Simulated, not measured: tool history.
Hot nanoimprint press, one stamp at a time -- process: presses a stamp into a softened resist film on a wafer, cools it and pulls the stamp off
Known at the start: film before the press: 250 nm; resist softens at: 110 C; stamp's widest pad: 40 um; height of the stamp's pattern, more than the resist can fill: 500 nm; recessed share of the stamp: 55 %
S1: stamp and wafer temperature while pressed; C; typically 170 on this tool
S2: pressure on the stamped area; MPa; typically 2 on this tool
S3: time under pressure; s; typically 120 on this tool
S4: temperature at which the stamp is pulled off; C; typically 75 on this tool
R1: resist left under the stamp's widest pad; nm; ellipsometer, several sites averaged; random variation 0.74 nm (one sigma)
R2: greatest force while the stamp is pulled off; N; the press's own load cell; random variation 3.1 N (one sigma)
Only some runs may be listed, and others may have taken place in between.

run     day   S1  S2   S3  S4     R1   R2
  1       0  170   2  120  75  101.1  153
  2   1.992  169   2  120  75  105.9  165
  3   5.038  169   2  120  75  107.7  172
  4   6.729  170   2  120  75  100.9  169
  5   8.746  170   2  120  75  102.6  179
  6  11.258  170   2  120  75  103.7  185

What will run 7 give?
  7  12.996  170   2  120  75   ?   ?

{"run 7": {"R1": 105.8, "R2": 185}}
Without the tool's hidden state the same run would have given R1 92.7 nm, R2 145 N.
